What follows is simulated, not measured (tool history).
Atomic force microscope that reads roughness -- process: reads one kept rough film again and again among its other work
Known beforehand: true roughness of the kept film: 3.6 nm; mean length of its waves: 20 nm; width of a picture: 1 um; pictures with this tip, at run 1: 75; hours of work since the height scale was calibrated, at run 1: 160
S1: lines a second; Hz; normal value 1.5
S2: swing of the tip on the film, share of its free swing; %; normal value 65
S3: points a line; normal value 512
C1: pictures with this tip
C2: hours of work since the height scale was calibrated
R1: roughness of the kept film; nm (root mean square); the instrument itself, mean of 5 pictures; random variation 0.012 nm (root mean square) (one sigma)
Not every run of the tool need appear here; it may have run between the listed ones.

{"run": 1, "day": 0.0, "S1": 1.5, "S2": 65, "S3": 512, "C1": 75, "C2": 160, "R1": 2.812}
{"day": 0.225, "done": "new tip fitted"}
{"run": 2, "day": 0.433, "S1": 1.5, "S2": 65, "S3": 400, "C1": 8, "C2": 166, "R1": 2.803}
{"run": 3, "day": 0.825, "S1": 1.5, "S2": 65, "S3": 483, "C1": 24, "C2": 170, "R1": 2.834}
{"run": 4, "day": 1.188, "S1": 1.5, "S2": 65, "S3": 483, "C1": 38, "C2": 175, "R1": 2.824}
{"run": 5, "day": 1.496, "S1": 1.5, "S2": 65, "S3": 483, "C1": 51, "C2": 179, "R1": 2.824}
{"run": 6, "day": 1.754, "S1": 1.5, "S2": 65, "S3": 512, "C1": 61, "C2": 182, "R1": 2.812}
{"run": 7, "day": 2.004, "S1": 1.5, "S2": 58, "S3": 512, "C1": 71, "C2": 185, "R1": 2.924}
{"day": 2.338, "done": "new tip fitted"}
{"run": 8, "day": 2.379, "S1": 1.5, "S2": 72, "S3": 512, "C1": 1, "C2": 190, "R1": 2.735}
{"run": 9, "day": 2.8, "S1": 2.53, "S2": 72, "S3": 365, "C1": 18, "C2": 195, "R1": 2.53}
{"run": 10, "day": 3.246, "S1": 2.53, "S2": 72, "S3": 365, "C1": 36, "C2": 201, "R1": 2.563}
{"run": 11, "day": 3.567, "S1": 2.53, "S2": 72, "S3": 365, "C1": 49, "C2": 205, "R1": 2.558}
{"run": 12, "day": 4.008, "S1": 0.73, "S2": 72, "S3": 712, "C1": 67, "C2": 210, "R1": 2.895}
{"day": 4.442, "done": "new tip fitted"}
{"run": 13, "day": 4.496, "S1": 0.73, "S2": 72, "S3": 712, "C1": 2, "C2": 216, "R1": 2.902}
{"run": 14, "day": 4.812, "S1": 0.73, "S2": 72, "S3": 712, "C1": 15, "C2": 220, "R1": 2.868}
{"run": 15, "day": 5.246, "S1": 1.5, "S2": 62, "S3": 512, "C1": 32, "C2": 225, "R1": 2.857}

Consider 4 possible next runs. They are alternatives, not a sequence: every one starts from the tool as it was left by run 15. What does each give?
{"run": "A", "day": 5.579, "S1": 1.7, "S2": 75, "S3": 437, "C1": 46, "C2": 230, "R1": "?"}
{"run": "B", "day": 5.579, "S1": 1.5, "S2": 62, "S3": 306, "C1": 46, "C2": 230, "R1": "?"}
{"run": "C", "day": 5.579, "S1": 1.5, "S2": 62, "S3": 980, "C1": 46, "C2": 230, "R1": "?"}
{"run": "D", "day": 5.579, "S1": 1.86, "S2": 59, "S3": 512, "C1": 46, "C2": 230, "R1": "?"}

run=A R1=2.636
run=B R1=2.822
run=C R1=2.894
run=D R1=2.855
Without the tool's unlogged condition, the same runs would have read:
run=A R1=2.64
run=B R1=2.826
run=C R1=2.898
run=D R1=2.858

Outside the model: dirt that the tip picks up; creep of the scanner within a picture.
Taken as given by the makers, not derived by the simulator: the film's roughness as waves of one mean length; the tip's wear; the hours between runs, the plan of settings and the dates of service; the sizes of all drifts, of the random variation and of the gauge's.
